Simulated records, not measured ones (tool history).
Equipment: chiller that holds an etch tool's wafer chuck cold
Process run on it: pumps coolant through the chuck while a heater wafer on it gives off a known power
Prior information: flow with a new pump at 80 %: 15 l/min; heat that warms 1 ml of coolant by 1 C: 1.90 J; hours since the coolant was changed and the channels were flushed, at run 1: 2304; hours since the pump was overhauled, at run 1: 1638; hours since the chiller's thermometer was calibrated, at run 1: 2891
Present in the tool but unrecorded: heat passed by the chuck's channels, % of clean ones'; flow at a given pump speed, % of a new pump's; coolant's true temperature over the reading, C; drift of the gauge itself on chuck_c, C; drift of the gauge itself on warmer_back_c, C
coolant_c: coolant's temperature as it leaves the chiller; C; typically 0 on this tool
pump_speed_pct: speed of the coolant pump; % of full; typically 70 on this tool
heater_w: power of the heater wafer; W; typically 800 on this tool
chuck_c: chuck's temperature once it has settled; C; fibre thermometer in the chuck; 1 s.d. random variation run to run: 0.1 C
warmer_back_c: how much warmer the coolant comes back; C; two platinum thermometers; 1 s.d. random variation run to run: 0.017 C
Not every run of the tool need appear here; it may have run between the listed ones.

| run | hour | coolant_c | pump_speed_pct | heater_w | hours since the coolant was changed and the channels were flushed | hours since the pump was overhauled | hours since the chiller's thermometer was calibrated | chuck_c | warmer_back_c |
|---|---|---|---|---|---|---|---|---|---|
| 1 | 0 | 0 | 70 | 800 | 2304 | 1638 | 2891 | 5.5 | 1.99 |
| 2 | 57.4 | 0 | 70 | 800 | 2362 | 1695 | 2949 | 5.5 | 1.96 |
| 3 | 127.8 | 0 | 75 | 800 | 2432 | 1766 | 3019 | 5.4 | 1.82 |
| 4 | 183.3 | 0 | 75 | 800 | 2488 | 1821 | 3075 | 5.3 | 1.8 |
| 5 | 255.1 | 0 | 75 | 800 | 2560 | 1893 | 3146 | 5.4 | 1.83 |
| 6 | 335.3 | -6 | 70 | 800 | 2640 | 1973 | 3227 | -0.4 | 1.95 |
| 7 | 404.5 | -6 | 70 | 800 | 2709 | 2042 | 3296 | -0.7 | 1.96 |
| 8 | 452.5 | -6 | 70 | 800 | 2757 | 2090 | 3344 | -0.2 | 1.95 |
| 9 | 504.4 | -6 | 70 | 800 | 2809 | 2142 | 3396 | -0.3 | 1.95 |
| 10 | 558.6 | -6 | 70 | 800 | 2863 | 2196 | 3450 | -0.4 | 1.98 |
| 11 | 640.6 | -6 | 70 | 800 | 2945 | 2279 | 3532 | -0.4 | 1.97 |
| 12 | 705.8 | -6 | 70 | 800 | 3010 | 2344 | 3597 | -0.3 | 1.93 |
|  | 741.3 | chiller's thermometer calibrated |
| 13 | 771.3 | -7 | 89 | 800 | 3075 | 2408 | 30 | -2.3 | 1.46 |
| 14 | 840.2 | -7 | 89 | 800 | 3144 | 2477 | 99 | -2.3 | 1.49 |
| 15 | 912.2 | -7 | 78 | 530 | 3216 | 2549 | 171 | -3.4 | 1.13 |
| 16 | 991 | 8 | 93 | 800 | 3294 | 2628 | 250 | 12.6 | 1.41 |
| 17 | 1040.6 | -5 | 63 | 621 | 3344 | 2678 | 299 | -0.4 | 1.72 |
| 18 | 1112.1 | 8 | 78 | 540 | 3415 | 2749 | 371 | 11.5 | 1.17 |
| 19 | 1178.1 | 8 | 78 | 540 | 3482 | 2815 | 437 | 11.5 | 1.19 |
| 20 | 1232.4 | -7 | 66 | 829 | 3536 | 2869 | 491 | -1 | 2.18 |
| 21 | 1309.6 | 0 | 95 | 462 | 3613 | 2947 | 568 | 2.7 | 0.82 |
| 22 | 1363.9 | 0 | 70 | 550 | 3667 | 3001 | 623 | 3.8 | 1.35 |
| 23 | 1398.6 | 0 | 70 | 550 | 3702 | 3036 | 657 | 3.8 | 1.36 |
| 24 | 1460.7 | -2 | 61 | 898 | 3764 | 3098 | 719 | 4.7 | 2.57 |

Predict each of these 5 candidate next runs independently; none follows another, all start after run 24:
| A | 1535.7 | -2 | 69 | 898 | 3839 | 3173 | 794 | ? | ? |
| B | 1535.7 | -3 | 72 | 898 | 3839 | 3173 | 794 | ? | ? |
| C | 1535.7 | 2 | 90 | 466 | 3839 | 3173 | 794 | ? | ? |
| D | 1535.7 | -2 | 62 | 898 | 3839 | 3173 | 794 | ? | ? |
| E | 1535.7 | -2 | 66 | 526 | 3839 | 3173 | 794 | ? | ? |

| run | chuck_c | warmer_back_c |
|---|---|---|
| A | 4.5 | 2.21 |
| B | 3.3 | 2.12 |
| C | 4.7 | 0.85 |
| D | 4.7 | 2.51 |
| E | 1.7 | 1.39 |
Take away the tool's hidden state, keep each run's random variation, and the runs would have read:
| run | chuck_c | warmer_back_c |
|---|---|---|
| A | 4.5 | 2.21 |
| B | 3.3 | 2.12 |
| C | 4.7 | 0.84 |
| D | 4.7 | 2.51 |
| E | 1.7 | 1.39 |

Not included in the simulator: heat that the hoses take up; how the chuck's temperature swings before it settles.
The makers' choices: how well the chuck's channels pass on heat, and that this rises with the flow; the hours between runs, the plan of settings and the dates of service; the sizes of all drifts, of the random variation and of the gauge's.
